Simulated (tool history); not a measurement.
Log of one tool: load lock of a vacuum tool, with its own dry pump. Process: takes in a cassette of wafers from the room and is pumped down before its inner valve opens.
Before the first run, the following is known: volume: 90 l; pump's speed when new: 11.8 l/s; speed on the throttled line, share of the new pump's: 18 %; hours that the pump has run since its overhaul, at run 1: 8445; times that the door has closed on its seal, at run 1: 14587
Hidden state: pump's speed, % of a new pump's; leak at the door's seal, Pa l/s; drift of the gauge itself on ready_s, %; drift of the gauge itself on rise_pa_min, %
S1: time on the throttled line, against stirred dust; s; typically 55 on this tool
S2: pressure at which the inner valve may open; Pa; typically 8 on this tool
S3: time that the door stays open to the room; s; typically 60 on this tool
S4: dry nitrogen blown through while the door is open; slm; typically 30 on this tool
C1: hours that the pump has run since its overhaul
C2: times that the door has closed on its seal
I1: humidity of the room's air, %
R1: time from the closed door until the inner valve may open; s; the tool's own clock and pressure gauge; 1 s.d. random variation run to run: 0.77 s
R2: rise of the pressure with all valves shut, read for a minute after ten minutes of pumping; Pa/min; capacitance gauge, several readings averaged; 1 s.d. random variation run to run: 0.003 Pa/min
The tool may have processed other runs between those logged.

run	day	S1	S2	S3	S4	C1	C2	I1	R1	R2
1	0	55	8	60	30	8445	14587	47.6	138.1	0.144
2	18.154	55	8	60	30	8881	15174	45.2	136.5	0.148
3	35.317	55	12	60	30	9293	15730	44.2	134.9	0.146
4	49.304	55	12	60	30	9629	16182	42.5	135.2	0.155
5	60.142	55	12	60	30	9889	16533	43.9	136.5	0.161
6	82.762	55	12	60	30	10432	17265	46.5	137	0.175
# day 92.329: dry pump taken out, an overhauled one fitted
7	101.512	55	12	60	30	220	17863	45.7	114.2	0.189
8	122.45	55	8	201	30	723	18541	46.1	119.6	0.207
9	142.925	55	8	201	30	1214	19203	45.3	120.3	0.218
10	159.554	55	8	201	30	1613	19741	45.8	121.4	0.228
11	170.571	55	8	201	30	1878	20098	43.9	123.2	0.229
12	181.621	55	8	201	30	2143	20455	44.4	123.8	0.244
13	196.004	55	8	201	30	2488	20921	44.6	122.7	0.247
14	208.762	55	8	201	30	2794	21334	49.3	123.6	0.256
15	221.383	55	8	201	30	3097	21742	43.6	125.4	0.25
16	234.529	55	8	60	7	3413	22167	41.9	124.1	0.265
17	247.312	55	8	60	7	3720	22581	42.9	125.7	0.28
18	265.446	55	8	60	30	4155	23168	47.3	127.4	0.274
19	285.471	36	8	60	8	4635	23816	42.5	111.6	0.298
20	304.321	55	8	60	7	5088	24425	46.9	128.1	0.315
21	324.833	69	16	60	7	5580	25089	45.8	134.6	0.327
22	334.533	69	6	60	4	5813	25403	42	145.1	0.346
23	354.1	69	6	60	4	6282	26036	44.6	147.3	0.358
24	371.112	88	15	49	7	6691	26587	46.4	152.8	0.353
25	386.312	88	15	49	7	7056	27078	45.6	153.8	0.356
26	398.958	38	12	232	6	7359	27488	39	116.3	0.408
# day 403.433: door's seal changed, seat wiped
27	414.125	71	8	60	10	7722	346	43.4	148.9	0.039
28	431.062	98	8	60	30	8128	894	49.3	169.9	0.032
29	447	55	8	120	7	8511	1410	46.1	137.1	0.063
30	457.95	55	8	120	7	8773	1764	41.4	139	0.059
31	476.75	71	8	171	7	9225	2373	44.5	151.4	0.079
32	499.379	85	12	60	30	9768	3105	45	158.8	0.035
33	514.892	33	8	60	18	10140	3607	48.1	125.1	0.05
# day 536.379: dry pump taken out, an overhauled one fitted
34	537.683	95	8	60	11	31	4336	42.5	151.9	0.059
35	547.267	95	8	60	17	261	4646	46.9	150.4	0.058
36	569.958	37	8	60	30	806	5380	43.1	104.8	0.048

Below are 3 alternative next runs, each starting from the tool's condition after run 36. Predict each:
A	588.129	55	11	31	30	1242	5968	42.7	?	?
B	588.129	68	8	33	30	1242	5968	44.2	?	?
C	588.129	49	7	60	17	1242	5968	45.5	?	?

run	R1	R2
A	118.2	0.055
B	131.5	0.055
C	117.9	0.063
Stripped of hidden state, with their random variation kept, the same runs would have yielded:
run	R1	R2
A	115.6	0.023
B	128.9	0.024
C	115	0.032
